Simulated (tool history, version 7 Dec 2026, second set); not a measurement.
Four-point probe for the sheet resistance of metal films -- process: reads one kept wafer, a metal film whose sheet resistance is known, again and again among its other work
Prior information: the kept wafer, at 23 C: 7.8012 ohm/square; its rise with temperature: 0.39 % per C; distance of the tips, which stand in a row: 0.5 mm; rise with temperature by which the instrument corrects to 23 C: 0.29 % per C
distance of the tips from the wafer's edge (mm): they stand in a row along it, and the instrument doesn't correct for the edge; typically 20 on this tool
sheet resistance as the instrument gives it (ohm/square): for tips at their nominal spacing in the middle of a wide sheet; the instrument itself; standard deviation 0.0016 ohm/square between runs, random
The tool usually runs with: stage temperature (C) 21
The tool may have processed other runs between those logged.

run    hour  stage temperature (C)  distance of the tips from the wafer's edge (mm)  sheet resistance as the instrument gives it (ohm/square)
  1       0                     21                                               20                                                  7.692711
  2    63.4                     21                                               20                                                   7.69061
  3     190                     21                                               20                                                  7.685926
      278.7  -- new probe head fitted
  4   314.9                     21                                               20                                                    7.8201
  5   445.4                     21                                               20                                                  7.817223
  6   566.7                     21                                                6                                                  7.841335
  7   640.1                     21                                               20                                                  7.809294
  8   705.4                     21                                               20                                                  7.807551
  9   832.5                     21                                               40                                                  7.800908
 10     928                     21                                               40                                                  7.796367
 11  1051.4                     21                                               40                                                  7.792512
 12  1133.9                     21                                               40                                                  7.787278
 13  1188.4                     21                                               40                                                  7.784961
 14  1296.5                     21                                               40                                                  7.778017
       1339  -- stage's thermometer calibrated
 15    1398                     18                                                6                                                   7.79261
 16  1464.4                     23                                                8                                                   7.81024
 17    1559                     23                                                8                                                  7.806898
 18  1616.3                     23                                                8                                                   7.80619
 19  1727.1                     23                                               59                                                  7.785299
 20  1837.3                     23                                               59                                                  7.780001
 21  1949.6                     23                                               59                                                  7.775334
 22  2062.5                     23                                               59                                                   7.77183
 23  2190.7                     23                                               59                                                  7.767089
 24  2252.5                     30                                                3                                                  7.927853
 25  2347.5                     32                                                4                                                  7.886209
     2386.5  -- new probe head fitted
 26    2410                     28                                               25                                                    7.8114
 27  2501.9                     21                                               16                                                  7.759805

Branching from run 27: 3 alternative next runs. What would each branch give?
  A  2591.5                     27                                                4                                                         ?
  B  2591.5                     19                                               10                                                         ?
  C  2591.5                     21                                               19                                                         ?

run  sheet resistance as the instrument gives it (ohm/square)
  A                                                  7.864133
  B                                                  7.747692
  C                                                  7.755427
Had the tool no hidden state, the same runs would have come out as:
run  sheet resistance as the instrument gives it (ohm/square)
  A                                                  7.897777
  B                                                  7.780922
  C                                                  7.788675

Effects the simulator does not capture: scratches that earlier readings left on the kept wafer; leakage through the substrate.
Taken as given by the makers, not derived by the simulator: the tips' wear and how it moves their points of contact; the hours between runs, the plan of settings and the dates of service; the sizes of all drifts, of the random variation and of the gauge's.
